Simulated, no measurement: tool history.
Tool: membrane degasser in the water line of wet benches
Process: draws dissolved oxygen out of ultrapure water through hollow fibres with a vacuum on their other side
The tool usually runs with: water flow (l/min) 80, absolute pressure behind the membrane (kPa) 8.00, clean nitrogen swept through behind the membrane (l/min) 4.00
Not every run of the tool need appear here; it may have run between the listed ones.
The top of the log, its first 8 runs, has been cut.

run    hour  water flow (l/min)  absolute pressure behind the membrane (kPa)  clean nitrogen swept through behind the membrane (l/min)  dissolved oxygen in the water behind the degasser (ppb)  pressure that the water loses in the fibres (kPa)
  9   913.5                  55                                         8.00                                                      4.00                                                    257.8                                              24.46
 10  1040.3                  92                                         8.00                                                      4.00                                                    432.0                                              40.97
 11  1172.2                  92                                         8.00                                                      4.00                                                    430.1                                              40.88
 12  1311.0                  92                                         8.00                                                      4.00                                                    435.8                                              40.95
 13  1462.4                  92                                         8.00                                                      4.00                                                    438.8                                              40.74
     1500.8  -- vacuum gauge calibrated
 14  1569.4                  92                                         8.00                                                      4.00                                                    429.6                                              40.54
 15  1682.7                  80                                         7.60                                                      4.00                                                    360.7                                              35.45
 16  1829.8                  99                                         7.60                                                      4.00                                                    443.2                                              43.51
 17  1916.7                  99                                         7.60                                                      4.00                                                    443.0                                              43.59
 18  2016.8                  99                                         7.60                                                      4.00                                                    440.8                                              43.61
 19  2085.2                  99                                         7.60                                                      4.00                                                    441.7                                              43.40
 20  2182.0                 115                                         6.26                                                      4.00                                                    436.4                                              50.73
 21  2269.6                  87                                         8.00                                                      2.59                                                    507.7                                              38.04
 22  2388.9                 104                                         8.00                                                      4.06                                                    479.7                                              45.84
 23  2499.8                  61                                         8.00                                                      4.06                                                    286.9                                              26.86
 24  2649.8                  80                                         7.59                                                      2.13                                                    490.1                                              35.32
 25  2800.8                  80                                         7.59                                                      2.13                                                    483.3                                              35.05
 26  2889.9                  80                                         5.84                                                      6.95                                                    241.9                                              35.05
 27  2968.8                  70                                        10.50                                                      4.00                                                    421.3                                              30.53
 28  3104.8                  70                                        10.50                                                      4.00                                                    421.6                                              30.69
 29  3206.0                  69                                         7.52                                                      6.44                                                    252.8                                              30.04
     3265.7  -- gauge calibrated
 30  3281.9                  79                                         4.96                                                      6.92                                                    213.2                                              35.63
 31  3419.8                  72                                         4.96                                                     11.08                                                    183.4                                              32.18
 32  3565.9                  55                                         5.41                                                      3.17                                                    193.0                                              24.69

Consider 3 possible next runs. They are alternatives, not a sequence: every one starts from the tool as it was left by run 32. What does each give?
  A  3675.7                  59                                         7.70                                                      4.00                                                        ?                                                  ?
  B  3675.7                  49                                         5.41                                                     10.71                                                        ?                                                  ?
  C  3675.7                  87                                         5.75                                                      4.05                                                        ?                                                  ?

run  dissolved oxygen in the water behind the degasser (ppb)  pressure that the water loses in the fibres (kPa)
  A                                                    269.5                                              26.20
  B                                                    118.7                                              21.80
  C                                                    307.6                                              38.58
Stripped of hidden state, with their random variation kept, the same runs would have yielded:
run  dissolved oxygen in the water behind the degasser (ppb)  pressure that the water loses in the fibres (kPa)
  A                                                    269.1                                              26.27
  B                                                    118.4                                              21.86
  C                                                    307.2                                              38.68
